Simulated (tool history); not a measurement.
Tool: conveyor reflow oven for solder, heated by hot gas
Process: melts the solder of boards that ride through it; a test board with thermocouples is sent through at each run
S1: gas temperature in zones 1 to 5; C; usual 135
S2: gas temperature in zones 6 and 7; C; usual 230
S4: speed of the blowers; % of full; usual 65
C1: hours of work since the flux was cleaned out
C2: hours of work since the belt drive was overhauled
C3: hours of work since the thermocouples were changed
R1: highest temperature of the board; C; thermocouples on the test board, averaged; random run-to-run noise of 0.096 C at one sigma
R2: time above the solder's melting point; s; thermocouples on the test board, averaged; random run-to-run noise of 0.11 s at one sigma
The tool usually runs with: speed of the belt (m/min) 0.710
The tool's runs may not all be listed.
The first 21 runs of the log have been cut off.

run 22 hour=570.0 | S1=135 S2=229 speed_of_the_belt_(m/min)=0.710 S4=62 | C1=74 C2=854 C3=139 | R1=213.82 R2=47.7
run 23 hour=593.9 | S1=122 S2=230 speed_of_the_belt_(m/min)=0.613 S4=65 | C1=85 C2=866 C3=151 | R1=217.59 R2=55.9
run 24 hour=629.6 | S1=134 S2=241 speed_of_the_belt_(m/min)=0.710 S4=65 | C1=102 C2=883 C3=168 | R1=224.62 R2=54.4
run 25 hour=647.8 | S1=134 S2=234 speed_of_the_belt_(m/min)=0.710 S4=62 | C1=111 C2=891 C3=176 | R1=217.87 R2=50.5
run 26 hour=675.1 | S1=134 S2=230 speed_of_the_belt_(m/min)=0.790 S4=62 | C1=124 C2=904 C3=189 | R1=210.61 R2=39.8
run 27 hour=704.3 | S1=134 S2=230 speed_of_the_belt_(m/min)=0.790 S4=62 | C1=138 C2=918 C3=203 | R1=210.69 R2=39.6
run 28 hour=726.5 | S1=134 S2=230 speed_of_the_belt_(m/min)=0.778 S4=57 | C1=148 C2=929 C3=214 | R1=209.91 R2=39.7
-- hour=762.8 flux residue cleaned out of gas plates and filters
run 29 hour=764.0 | S1=132 S2=239 speed_of_the_belt_(m/min)=0.710 S4=56 | C1=1 C2=945 C3=229 | R1=221.43 R2=52.1
run 30 hour=792.6 | S1=132 S2=239 speed_of_the_belt_(m/min)=0.710 S4=56 | C1=14 C2=958 C3=243 | R1=221.43 R2=52.0
run 31 hour=815.8 | S1=137 S2=228 speed_of_the_belt_(m/min)=0.591 S4=88 | C1=25 C2=969 C3=254 | R1=221.43 R2=66.9

3 ways to go on from here, each from the tool as it stands after run 31. What would each give?
run A hour=845.0 | S1=148 S2=230 speed_of_the_belt_(m/min)=0.710 S4=65 | C1=39 C2=983 C3=268 | R1=? R2=?
run B hour=845.0 | S1=148 S2=238 speed_of_the_belt_(m/min)=0.710 S4=89 | C1=39 C2=983 C3=268 | R1=? R2=?
run C hour=845.0 | S1=149 S2=228 speed_of_the_belt_(m/min)=0.591 S4=88 | C1=39 C2=983 C3=268 | R1=? R2=?

run=A R1=217.74 R2=55.3
run=B R1=227.88 R2=60.9
run=C R1=222.38 R2=71.5
What these runs would have given with no unlogged condition in the tool:
run=A R1=217.38 R2=54.5
run=B R1=227.56 R2=60.1
run=C R1=222.03 R2=70.6
